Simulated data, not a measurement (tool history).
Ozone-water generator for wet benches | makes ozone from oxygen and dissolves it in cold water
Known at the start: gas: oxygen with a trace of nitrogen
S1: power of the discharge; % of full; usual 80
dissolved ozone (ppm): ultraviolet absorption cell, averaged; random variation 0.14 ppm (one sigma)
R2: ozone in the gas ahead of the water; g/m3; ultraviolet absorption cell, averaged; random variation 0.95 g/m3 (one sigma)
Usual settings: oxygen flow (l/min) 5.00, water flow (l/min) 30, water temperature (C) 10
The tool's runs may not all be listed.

run 1 hour=0.0 | S1=80 oxygen_flow_(l/min)=5.00 water_flow_(l/min)=30 water_temperature_(C)=10 | dissolved_ozone_(ppm)=14.9 R2=154.4
run 2 hour=48.5 | S1=80 oxygen_flow_(l/min)=5.00 water_flow_(l/min)=30 water_temperature_(C)=10 | dissolved_ozone_(ppm)=14.6 R2=154.8
run 3 hour=80.3 | S1=80 oxygen_flow_(l/min)=5.19 water_flow_(l/min)=30 water_temperature_(C)=10 | dissolved_ozone_(ppm)=14.9 R2=152.5
run 4 hour=138.1 | S1=80 oxygen_flow_(l/min)=5.00 water_flow_(l/min)=40 water_temperature_(C)=10 | dissolved_ozone_(ppm)=10.8 R2=154.7
run 5 hour=170.7 | S1=80 oxygen_flow_(l/min)=5.00 water_flow_(l/min)=40 water_temperature_(C)=10 | dissolved_ozone_(ppm)=10.8 R2=154.9
run 6 hour=204.4 | S1=80 oxygen_flow_(l/min)=5.00 water_flow_(l/min)=40 water_temperature_(C)=10 | dissolved_ozone_(ppm)=10.9 R2=154.1
run 7 hour=255.9 | S1=80 oxygen_flow_(l/min)=5.00 water_flow_(l/min)=20 water_temperature_(C)=12 | dissolved_ozone_(ppm)=20.8 R2=154.2
run 8 hour=288.4 | S1=80 oxygen_flow_(l/min)=5.55 water_flow_(l/min)=20 water_temperature_(C)=17 | dissolved_ozone_(ppm)=19.3 R2=145.9
run 9 hour=326.5 | S1=80 oxygen_flow_(l/min)=5.55 water_flow_(l/min)=20 water_temperature_(C)=6 | dissolved_ozone_(ppm)=22.6 R2=146.3
run 10 hour=369.6 | S1=92 oxygen_flow_(l/min)=5.13 water_flow_(l/min)=24 water_temperature_(C)=8 | dissolved_ozone_(ppm)=19.9 R2=163.3
run 11 hour=424.1 | S1=80 oxygen_flow_(l/min)=5.00 water_flow_(l/min)=23 water_temperature_(C)=10 | dissolved_ozone_(ppm)=18.4 R2=153.4

Forecast each of these 4 alternatives for the next run:
run A hour=481.3 | S1=45 oxygen_flow_(l/min)=5.00 water_flow_(l/min)=23 water_temperature_(C)=10 | dissolved_ozone_(ppm)=? R2=?
run B hour=481.3 | S1=80 oxygen_flow_(l/min)=5.00 water_flow_(l/min)=27 water_temperature_(C)=10 | dissolved_ozone_(ppm)=? R2=?
run C hour=481.3 | S1=80 oxygen_flow_(l/min)=5.00 water_flow_(l/min)=23 water_temperature_(C)=9 | dissolved_ozone_(ppm)=? R2=?
run D hour=481.3 | S1=80 oxygen_flow_(l/min)=5.00 water_flow_(l/min)=25 water_temperature_(C)=16 | dissolved_ozone_(ppm)=? R2=?

run=A dissolved_ozone_(ppm)=13.7 R2=113.3
run=B dissolved_ozone_(ppm)=16.4 R2=153.0
run=C dissolved_ozone_(ppm)=18.8 R2=153.9
run=D dissolved_ozone_(ppm)=16.1 R2=153.3
Without the tool's hidden state the same runs would have given:
run=A dissolved_ozone_(ppm)=14.2 R2=117.4
run=B dissolved_ozone_(ppm)=17.3 R2=160.8
run=C dissolved_ozone_(ppm)=19.9 R2=161.7
run=D dissolved_ozone_(ppm)=17.0 R2=161.1
